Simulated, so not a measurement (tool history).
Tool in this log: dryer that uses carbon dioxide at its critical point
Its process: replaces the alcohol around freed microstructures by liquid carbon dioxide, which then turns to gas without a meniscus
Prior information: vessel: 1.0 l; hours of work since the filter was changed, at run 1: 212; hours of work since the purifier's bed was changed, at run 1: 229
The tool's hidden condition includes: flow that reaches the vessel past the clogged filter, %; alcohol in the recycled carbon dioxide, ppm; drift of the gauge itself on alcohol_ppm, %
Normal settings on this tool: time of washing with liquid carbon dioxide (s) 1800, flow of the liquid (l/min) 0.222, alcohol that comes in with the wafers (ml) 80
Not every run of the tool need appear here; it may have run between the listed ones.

run	day	time of washing with liquid carbon dioxide (s)	flow of the liquid (l/min)	alcohol that comes in with the wafers (ml)	hours of work since the filter was changed	hours of work since the purifier's bed was changed	alcohol left in the vessel before it's heated (ppm by volume)
1	0	1800	0.222	80	212	229	424
2	0.683	1800	0.222	80	224	240	435
3	1.129	1800	0.222	93	231	248	513
4	1.558	1800	0.222	93	239	255	517
5	2.267	1800	0.222	52	250	267	317
6	2.792	1800	0.222	52	259	276	322
7	3.342	1800	0.222	80	268	285	477
8	4.067	1800	0.222	80	281	297	493
9	4.512	1800	0.222	80	288	304	501
10	4.9	1800	0.222	94	294	311	615
11	5.321	1800	0.222	94	302	318	612
12	6.046	1800	0.222	94	314	330	635
13	6.683	1800	0.222	80	324	341	557
14	7.279	1800	0.222	80	334	351	564
15	8	1800	0.222	80	346	363	569
# day 8.179: inlet filter changed
16	8.375	1800	0.222	80	3	368	277
17	8.942	1800	0.222	80	13	378	270
18	9.45	1800	0.222	80	21	386	279
19	10.067	1800	0.222	80	32	397	295
20	10.829	1800	0.176	80	44	409	942
21	11.421	1800	0.176	80	54	419	982
22	11.871	1800	0.222	80	62	427	295
23	12.633	1800	0.222	80	75	440	317
24	13.388	1800	0.222	80	87	452	340
25	13.733	1980	0.326	33	93	458	40
26	14.112	1800	0.324	38	99	464	55
27	14.692	1800	0.324	38	109	474	55
28	15.146	2400	0.165	49	117	482	264
29	15.654	2400	0.165	49	125	490	260
30	16.2	1920	0.335	49	134	499	51
31	16.604	1920	0.174	51	141	506	586
32	17.05	1800	0.257	61	148	514	153
33	17.783	1140	0.202	31	161	526	1447
34	18.354	1800	0.226	53	170	535	257
35	18.771	2820	0.324	56	177	542	44
36	19.208	1860	0.222	52	185	550	244
37	19.696	1800	0.14	88	193	558	3316
38	20.179	1680	0.222	80	201	566	581
39	20.946	1680	0.147	80	214	579	3313
40	21.279	1800	0.281	40	219	584	104
41	21.746	1800	0.281	40	227	592	90
42	22.35	1740	0.247	63	237	602	261
43	23.112	2340	0.284	74	250	615	59
44	23.767	2340	0.284	74	261	626	74
45	24.275	2700	0.183	88	269	635	194
46	24.854	1500	0.184	20	279	644	644
47	25.546	1500	0.184	20	291	656	653
48	25.858	1500	0.184	20	296	661	642

3 options for the next run, each taken on its own from the tool as it stands now. Forecast them:
A	26.575	1500	0.264	68	308	673	?
B	26.575	1620	0.184	77	308	673	?
C	26.575	1500	0.184	94	308	673	?

run	alcohol left in the vessel before it's heated (ppm by volume)
A	465
B	1852
C	2888
Without the tool's hidden state the same runs would have given:
run	alcohol left in the vessel before it's heated (ppm by volume)
A	202
B	1049
C	1718
